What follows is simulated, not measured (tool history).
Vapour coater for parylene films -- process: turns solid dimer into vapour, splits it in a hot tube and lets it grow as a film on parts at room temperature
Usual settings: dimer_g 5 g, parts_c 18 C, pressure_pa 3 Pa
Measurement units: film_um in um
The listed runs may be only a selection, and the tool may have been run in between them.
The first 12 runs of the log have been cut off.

run,hour,dimer_g,parts_c,pressure_pa,film_um
13,501.5,5,18,6.32,4.04
14,529.9,5,18,6.32,4.07
15,560.2,5,18,6.32,4.07
16,586,5,18,6.32,4.04
17,624.8,5,18,6.32,4.04
18,661,5,18,6.32,4.03
19,719.3,5,18,6.32,3.87
20,772.6,5,22,2.15,4.73
21,803.6,5,22,2.15,4.7
22,831.1,5,22,2.15,4.66
23,886.6,7,12,3,7
24,928.7,7,20,6.18,5.19
25,959.5,7,20,6.18,5.12
26,1011.4,7,20,6.18,5.08

Expected results for the next run?
27,1038.8,7,20,6.18,?

{"run 27": {"film_um": 5.04}}
Without the tool's hidden state the same run would have given film_um 5.65 um.
